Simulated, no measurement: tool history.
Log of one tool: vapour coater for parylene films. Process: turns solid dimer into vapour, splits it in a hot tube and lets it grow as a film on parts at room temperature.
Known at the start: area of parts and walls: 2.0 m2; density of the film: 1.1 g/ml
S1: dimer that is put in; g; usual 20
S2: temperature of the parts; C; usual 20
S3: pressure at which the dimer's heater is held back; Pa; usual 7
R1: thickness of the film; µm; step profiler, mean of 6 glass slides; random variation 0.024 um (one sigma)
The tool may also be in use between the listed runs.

{"run": 1, "hour": 0.0, "S1": 20, "S2": 20, "S3": 7, "R1": 4.45}
{"run": 2, "hour": 14.4, "S1": 11, "S2": 20, "S3": 7, "R1": 2.44}
{"run": 3, "hour": 23.1, "S1": 11, "S2": 20, "S3": 7, "R1": 2.39}
{"run": 4, "hour": 35.3, "S1": 11, "S2": 20, "S3": 7, "R1": 2.45}
{"run": 5, "hour": 50.9, "S1": 11, "S2": 20, "S3": 7, "R1": 2.43}
{"run": 6, "hour": 58.2, "S1": 11, "S2": 20, "S3": 7, "R1": 2.4}
{"run": 7, "hour": 74.6, "S1": 36, "S2": 20, "S3": 7, "R1": 7.87}
{"run": 8, "hour": 83.9, "S1": 20, "S2": 20, "S3": 7, "R1": 4.4}
{"run": 9, "hour": 98.5, "S1": 20, "S2": 20, "S3": 7, "R1": 4.4}
{"run": 10, "hour": 109.1, "S1": 20, "S2": 20, "S3": 3.14, "R1": 4.78}
{"run": 11, "hour": 123.2, "S1": 20, "S2": 20, "S3": 7, "R1": 4.39}
{"run": 12, "hour": 130.6, "S1": 20, "S2": 20, "S3": 7, "R1": 4.36}
{"run": 13, "hour": 146.2, "S1": 20, "S2": 20, "S3": 7, "R1": 4.37}
{"run": 14, "hour": 160.2, "S1": 20, "S2": 20, "S3": 7, "R1": 4.34}
{"run": 15, "hour": 169.6, "S1": 20, "S2": 20, "S3": 7, "R1": 4.38}
{"run": 16, "hour": 179.0, "S1": 20, "S2": 20, "S3": 7, "R1": 4.35}
{"run": 17, "hour": 195.9, "S1": 20, "S2": 20, "S3": 6.13, "R1": 4.4}
{"run": 18, "hour": 208.7, "S1": 20, "S2": 21, "S3": 6.13, "R1": 4.26}
{"run": 19, "hour": 222.1, "S1": 20, "S2": 21, "S3": 6.13, "R1": 4.26}
{"run": 20, "hour": 230.9, "S1": 20, "S2": 21, "S3": 6.13, "R1": 4.26}
{"run": 21, "hour": 241.1, "S1": 20, "S2": 21, "S3": 6.13, "R1": 4.32}
{"run": 22, "hour": 249.6, "S1": 34, "S2": 14, "S3": 6.67, "R1": 8.8}
{"run": 23, "hour": 260.6, "S1": 34, "S2": 16, "S3": 5.09, "R1": 8.55}
{"run": 24, "hour": 275.2, "S1": 34, "S2": 16, "S3": 5.09, "R1": 8.52}
{"run": 25, "hour": 287.6, "S1": 15, "S2": 20, "S3": 5.13, "R1": 3.36}
{"run": 26, "hour": 295.2, "S1": 27, "S2": 14, "S3": 10.44, "R1": 6.66}
{"run": 27, "hour": 305.8, "S1": 21, "S2": 20, "S3": 2.11, "R1": 5.14}
{"run": 28, "hour": 320.3, "S1": 21, "S2": 20, "S3": 2.11, "R1": 5.07}
{"run": 29, "hour": 335.0, "S1": 21, "S2": 20, "S3": 2.11, "R1": 5.1}
{"run": 30, "hour": 344.5, "S1": 21, "S2": 20, "S3": 2.11, "R1": 5.12}
{"run": 31, "hour": 359.2, "S1": 21, "S2": 19, "S3": 2.11, "R1": 5.25}
{"run": 32, "hour": 372.7, "S1": 20, "S2": 24, "S3": 9.4, "R1": 3.71}
{"run": 33, "hour": 380.3, "S1": 20, "S2": 28, "S3": 9.4, "R1": 3.26}
{"run": 34, "hour": 392.2, "S1": 20, "S2": 28, "S3": 9.4, "R1": 3.24}
{"run": 35, "hour": 404.3, "S1": 20, "S2": 22, "S3": 2.25, "R1": 4.51}
{"run": 36, "hour": 411.9, "S1": 20, "S2": 22, "S3": 2.25, "R1": 4.56}
{"run": 37, "hour": 421.5, "S1": 15, "S2": 24, "S3": 2.24, "R1": 3.18}

Forecast each of these 4 alternatives for the next run:
{"run": "A", "hour": 435.0, "S1": 15, "S2": 25, "S3": 2.24, "R1": "?"}
{"run": "B", "hour": 435.0, "S1": 17, "S2": 17, "S3": 2.08, "R1": "?"}
{"run": "C", "hour": 435.0, "S1": 28, "S2": 12, "S3": 7, "R1": "?"}
{"run": "D", "hour": 435.0, "S1": 33, "S2": 24, "S3": 2.24, "R1": "?"}

run=A R1=3.12
run=B R1=4.52
run=C R1=7.56
run=D R1=7
Without the tool's hidden state the same runs would have given:
run=A R1=3.33
run=B R1=4.83
run=C R1=8.08
run=D R1=7.48
